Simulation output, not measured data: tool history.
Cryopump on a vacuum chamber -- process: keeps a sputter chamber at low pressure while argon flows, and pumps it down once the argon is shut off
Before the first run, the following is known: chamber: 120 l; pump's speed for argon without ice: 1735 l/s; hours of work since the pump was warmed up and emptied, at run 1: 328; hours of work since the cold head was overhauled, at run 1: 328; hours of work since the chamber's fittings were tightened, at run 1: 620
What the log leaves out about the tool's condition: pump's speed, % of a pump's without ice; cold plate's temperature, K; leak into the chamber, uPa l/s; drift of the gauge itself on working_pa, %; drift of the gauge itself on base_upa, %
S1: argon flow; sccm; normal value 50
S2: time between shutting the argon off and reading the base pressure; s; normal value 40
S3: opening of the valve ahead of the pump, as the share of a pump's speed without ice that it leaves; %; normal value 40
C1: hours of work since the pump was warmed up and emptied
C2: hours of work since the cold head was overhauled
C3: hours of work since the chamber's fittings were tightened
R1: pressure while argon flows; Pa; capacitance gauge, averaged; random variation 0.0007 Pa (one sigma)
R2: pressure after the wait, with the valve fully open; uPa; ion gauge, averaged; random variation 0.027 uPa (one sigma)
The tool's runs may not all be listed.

run	hour	S1	S2	S3	C1	C2	C3	R1	R2
1	0.0	50	40	40	328	328	620	0.1291	1.52
2	17.4	50	40	40	340	340	632	0.1296	1.59
3	27.0	50	40	40	347	347	639	0.1297	1.54
4	36.1	50	40	40	354	354	646	0.1299	1.56
5	45.6	50	40	40	360	360	652	0.1288	1.55
6	63.3	50	40	40	373	373	665	0.1303	1.58
7	78.8	79	40	40	384	384	676	0.2056	1.62
8	87.1	79	40	40	390	390	682	0.2076	1.61
9	106.2	50	40	40	404	404	696	0.1307	1.60
10	119.8	50	40	18	414	414	706	0.2788	1.60
11	136.8	50	40	18	426	426	718	0.2809	1.59
12	146.4	50	40	18	433	433	725	0.2818	1.61
13	157.4	50	40	18	440	440	733	0.2834	1.64

For run 14, what comes out?
14	171.1	50	217	27	450	450	742	?	?

R1: 0.1913 Pa
R2: 0.75 uPa
Without the tool's hidden state the same run would have given R1 0.1809 Pa, R2 0.34 uPa.

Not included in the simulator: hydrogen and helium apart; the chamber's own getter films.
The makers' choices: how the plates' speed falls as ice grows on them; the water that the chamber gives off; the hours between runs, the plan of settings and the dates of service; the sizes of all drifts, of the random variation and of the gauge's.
